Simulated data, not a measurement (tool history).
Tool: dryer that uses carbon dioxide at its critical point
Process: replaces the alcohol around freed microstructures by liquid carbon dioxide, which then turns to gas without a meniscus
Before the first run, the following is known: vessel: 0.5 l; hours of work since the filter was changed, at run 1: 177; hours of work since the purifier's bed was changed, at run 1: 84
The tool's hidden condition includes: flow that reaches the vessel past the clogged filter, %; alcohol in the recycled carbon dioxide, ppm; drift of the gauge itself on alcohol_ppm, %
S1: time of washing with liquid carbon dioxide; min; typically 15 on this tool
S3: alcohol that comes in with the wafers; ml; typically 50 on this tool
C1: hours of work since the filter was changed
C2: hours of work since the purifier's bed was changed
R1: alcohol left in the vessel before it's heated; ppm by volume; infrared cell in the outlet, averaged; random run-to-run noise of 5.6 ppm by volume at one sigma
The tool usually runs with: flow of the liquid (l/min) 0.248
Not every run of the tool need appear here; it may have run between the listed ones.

run 1 hour=0 | S1=15 flow_of_the_liquid_(l/min)=0.248 S3=50 | C1=177 C2=84 | R1=261
run 2 hour=8.4 | S1=15 flow_of_the_liquid_(l/min)=0.248 S3=50 | C1=181 C2=88 | R1=277
run 3 hour=15.7 | S1=15 flow_of_the_liquid_(l/min)=0.248 S3=50 | C1=185 C2=92 | R1=267
run 4 hour=20.7 | S1=15 flow_of_the_liquid_(l/min)=0.248 S3=50 | C1=188 C2=95 | R1=268
run 5 hour=28.9 | S1=15 flow_of_the_liquid_(l/min)=0.248 S3=50 | C1=192 C2=99 | R1=279
run 6 hour=36.6 | S1=15 flow_of_the_liquid_(l/min)=0.248 S3=50 | C1=196 C2=103 | R1=270
run 7 hour=45.1 | S1=15 flow_of_the_liquid_(l/min)=0.248 S3=65 | C1=201 C2=108 | R1=358
run 8 hour=51 | S1=15 flow_of_the_liquid_(l/min)=0.248 S3=65 | C1=204 C2=111 | R1=374
run 9 hour=56.3 | S1=15 flow_of_the_liquid_(l/min)=0.248 S3=65 | C1=206 C2=114 | R1=373
run 10 hour=61.7 | S1=15 flow_of_the_liquid_(l/min)=0.248 S3=111 | C1=209 C2=117 | R1=633
run 11 hour=70.3 | S1=15 flow_of_the_liquid_(l/min)=0.168 S3=50 | C1=214 C2=121 | R1=2051
run 12 hour=79 | S1=15 flow_of_the_liquid_(l/min)=0.168 S3=50 | C1=219 C2=126 | R1=2163
run 13 hour=84.4 | S1=15 flow_of_the_liquid_(l/min)=0.168 S3=50 | C1=221 C2=129 | R1=2126
run 14 hour=93.1 | S1=15 flow_of_the_liquid_(l/min)=0.354 S3=69 | C1=226 C2=133 | R1=43
run 15 hour=103.1 | S1=15 flow_of_the_liquid_(l/min)=0.354 S3=69 | C1=231 C2=139 | R1=45
run 16 hour=111.4 | S1=22 flow_of_the_liquid_(l/min)=0.354 S3=23 | C1=236 C2=143 | R1=6
run 17 hour=116.2 | S1=24 flow_of_the_liquid_(l/min)=0.248 S3=51 | C1=238 C2=146 | R1=27
run 18 hour=123.6 | S1=15 flow_of_the_liquid_(l/min)=0.216 S3=114 | C1=242 C2=149 | R1=1563
run 19 hour=131 | S1=18 flow_of_the_liquid_(l/min)=0.216 S3=90 | C1=246 C2=153 | R1=475
run 20 hour=140.6 | S1=18 flow_of_the_liquid_(l/min)=0.216 S3=90 | C1=251 C2=158 | R1=473
run 21 hour=145.2 | S1=14 flow_of_the_liquid_(l/min)=0.181 S3=77 | C1=254 C2=161 | R1=3432

Below are 3 alternative next runs, each starting from the tool's condition after run 21. Predict each:
run A hour=149.5 | S1=15 flow_of_the_liquid_(l/min)=0.318 S3=77 | C1=256 C2=163 | R1=?
run B hour=149.5 | S1=15 flow_of_the_liquid_(l/min)=0.168 S3=50 | C1=256 C2=163 | R1=?
run C hour=149.5 | S1=11 flow_of_the_liquid_(l/min)=0.226 S3=50 | C1=256 C2=163 | R1=?

run=A R1=92
run=B R1=2264
run=C R1=2234
Without the tool's hidden state the same runs would have given:
run=A R1=31
run=B R1=1431
run=C R1=1409

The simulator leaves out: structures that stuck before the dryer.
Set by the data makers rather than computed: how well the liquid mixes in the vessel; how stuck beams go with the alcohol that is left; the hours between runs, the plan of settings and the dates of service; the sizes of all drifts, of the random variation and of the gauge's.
